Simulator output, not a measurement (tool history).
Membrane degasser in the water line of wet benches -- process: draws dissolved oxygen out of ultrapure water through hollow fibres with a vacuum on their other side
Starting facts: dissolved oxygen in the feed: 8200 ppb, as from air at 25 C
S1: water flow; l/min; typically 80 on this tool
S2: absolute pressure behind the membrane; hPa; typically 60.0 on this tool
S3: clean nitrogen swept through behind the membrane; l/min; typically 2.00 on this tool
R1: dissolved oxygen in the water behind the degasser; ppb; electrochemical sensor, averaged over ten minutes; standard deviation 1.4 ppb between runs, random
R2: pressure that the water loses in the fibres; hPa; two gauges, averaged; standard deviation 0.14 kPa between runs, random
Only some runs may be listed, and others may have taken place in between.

Run 1, hour 0.0: usual settings. Result: R1 282.8 ppb, R2 410.5 hPa.
Run 2, hour 59.9: usual settings. Result: R1 284.9 ppb, R2 412.5 hPa.
Run 3, hour 113.8: usual settings. Result: R1 284.5 ppb, R2 412.2 hPa.
Run 4, hour 197.6: usual settings. Result: R1 286.2 ppb, R2 411.3 hPa.
Run 5, hour 248.6: usual settings. Result: R1 283.8 ppb, R2 412.8 hPa.
Run 6, hour 355.7: usual settings but S2 148.1 hPa. Result: R1 909.5 ppb, R2 411.1 hPa.
Run 7, hour 420.9: usual settings but S2 53.9 hPa. Result: R1 237.1 ppb, R2 411.8 hPa.
Run 8, hour 503.5: usual settings but S2 53.9 hPa. Result: R1 237.0 ppb, R2 412.3 hPa.
Run 9, hour 569.0: usual settings but S2 53.9 hPa. Result: R1 239.5 ppb, R2 412.4 hPa.
Run 10, hour 638.5: usual settings but S2 51.8 hPa. Result: R1 221.6 ppb, R2 411.8 hPa.
Run 11, hour 735.6: usual settings but S2 51.8 hPa, S3 1.99 l/min. Result: R1 223.6 ppb, R2 409.9 hPa.
Run 12, hour 804.0: usual settings but S1 70 l/min, S2 47.1 hPa. Result: R1 145.4 ppb, R2 361.6 hPa.
Run 13, hour 884.2: usual settings but S1 70 l/min, S2 47.1 hPa. Result: R1 145.6 ppb, R2 361.7 hPa.
Run 14, hour 973.5: usual settings but S2 42.8 hPa, S3 5.50 l/min. Result: R1 103.6 ppb, R2 413.5 hPa.
Run 15, hour 1055.0: usual settings but S1 105 l/min, S3 4.66 l/min. Result: R1 315.2 ppb, R2 542.5 hPa.
Run 16, hour 1149.2: usual settings but S1 105 l/min, S2 119.6 hPa, S3 2.02 l/min. Result: R1 957.3 ppb, R2 541.8 hPa.
Run 17, hour 1244.0: usual settings but S1 105 l/min, S2 110.6 hPa, S3 2.16 l/min. Result: R1 852.4 ppb, R2 541.5 hPa.
At hour 1329.5: seals of the vacuum lines changed.
Run 18, hour 1351.3: usual settings but S1 105 l/min, S2 110.6 hPa, S3 2.16 l/min. Result: R1 855.1 ppb, R2 540.7 hPa.
Run 19, hour 1400.2: usual settings but S1 105 l/min, S2 110.6 hPa, S3 2.16 l/min. Result: R1 864.9 ppb, R2 539.7 hPa.

Same runs, no hidden state in the tool, same run-to-run variation:
Hidden state present: membrane still open, %; true pressure behind the membrane over the reading, kPa; air that leaks in behind the membrane, l/min; drift of the gauge itself on oxygen_ppb, %; drift of the gauge itself on loss_of_pressure_kpa, %.
run     R1
  1  282.8
  2  284.7
  3  284.2
  4  285.6
  5  283.1
  6  906.1
  7  236.1
  8  235.7
  9  238.1
 10  220.1
 11  221.9
 12  144.2
 13  144.2
 14  102.5
 15  311.7
 16  945.9
 17  841.4
 18  843.1
 19  852.4
For R2, the value without the hidden state is never more than 0.1 hPa from the measured value.
